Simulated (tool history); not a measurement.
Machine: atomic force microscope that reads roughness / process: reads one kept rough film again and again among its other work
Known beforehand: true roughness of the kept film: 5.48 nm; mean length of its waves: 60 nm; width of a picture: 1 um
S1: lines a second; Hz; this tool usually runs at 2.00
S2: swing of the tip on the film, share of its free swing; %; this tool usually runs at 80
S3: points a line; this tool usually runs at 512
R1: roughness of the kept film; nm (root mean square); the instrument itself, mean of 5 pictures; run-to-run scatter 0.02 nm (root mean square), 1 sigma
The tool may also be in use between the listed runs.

| run | day | S1 | S2 | S3 | R1 |
|---|---|---|---|---|---|
| 1 | 0.000 | 2.00 | 80 | 512 | 4.751 |
| 2 | 1.492 | 2.00 | 80 | 512 | 4.690 |
| 3 | 2.729 | 2.00 | 80 | 512 | 4.553 |
| 4 | 3.946 | 2.00 | 80 | 512 | 4.465 |
| 5 | 4.721 | 2.00 | 80 | 512 | 4.424 |
|  | 5.183 | new tip fitted |
| 6 | 6.267 | 2.00 | 80 | 512 | 4.764 |
| 7 | 7.933 | 2.00 | 80 | 512 | 4.644 |
| 8 | 9.033 | 2.00 | 80 | 402 | 4.537 |
| 9 | 10.646 | 2.00 | 69 | 512 | 4.593 |
|  | 11.079 | new tip fitted |
| 10 | 11.412 | 2.00 | 56 | 512 | 5.075 |
| 11 | 13.142 | 2.00 | 80 | 353 | 4.675 |
| 12 | 13.925 | 2.00 | 80 | 353 | 4.649 |
| 13 | 15.625 | 2.00 | 80 | 353 | 4.473 |
| 14 | 16.638 | 2.00 | 80 | 512 | 4.424 |
|  | 17.046 | new tip fitted |
| 15 | 18.396 | 2.00 | 80 | 353 | 4.735 |
| 16 | 19.250 | 2.00 | 63 | 757 | 4.847 |
| 17 | 20.183 | 1.47 | 68 | 282 | 4.792 |
| 18 | 21.771 | 1.82 | 68 | 860 | 4.660 |
|  | 22.904 | new tip fitted |
| 19 | 23.292 | 1.72 | 68 | 860 | 5.019 |
| 20 | 24.650 | 1.72 | 68 | 860 | 4.906 |
| 21 | 25.667 | 3.80 | 83 | 305 | 4.292 |
| 22 | 27.238 | 0.53 | 81 | 357 | 4.743 |
| 23 | 28.679 | 0.53 | 77 | 357 | 4.702 |
|  | 28.792 | new tip fitted |
| 24 | 29.971 | 0.53 | 77 | 357 | 4.926 |
| 25 | 31.808 | 0.69 | 70 | 357 | 4.865 |
| 26 | 33.567 | 0.69 | 70 | 536 | 4.760 |
|  | 34.612 | new tip fitted |
| 27 | 35.325 | 2.00 | 81 | 409 | 4.763 |
| 28 | 36.729 | 3.31 | 60 | 512 | 4.834 |
| 29 | 37.729 | 3.31 | 60 | 512 | 4.752 |
| 30 | 38.962 | 3.31 | 60 | 512 | 4.654 |

Some steps in R1 between neighbouring runs. How much of each would the tool show without its hidden state too (settings, what came in, random variation), and how much is left for the hidden state, with any gauge scatter that isn't in both results?
What the log doesn't record here: radius of the tip, nm; height scale over the true one, %; drift of the gauge itself on roughness_nm, %.
Run 9 -> 10: S2 69 -> 56, new tip fitted. R1 +0.482 nm (root mean square): hidden state +0.378, all else +0.104.
Run 18 -> 19: S1 1.82 -> 1.72, new tip fitted. R1 +0.359 nm (root mean square): hidden state +0.336, all else +0.023.
Run 20 -> 21: S1 1.72 -> 3.80, S2 68 -> 83, S3 860 -> 305. R1 -0.614 nm (root mean square): hidden state -0.050, all else -0.564.
Run 21 -> 22: S1 3.80 -> 0.53, S2 83 -> 81, S3 305 -> 357. R1 +0.451 nm (root mean square): hidden state -0.133, all else +0.584.
Run 23 -> 24: new tip fitted. R1 +0.224 nm (root mean square): hidden state +0.329, all else -0.105.
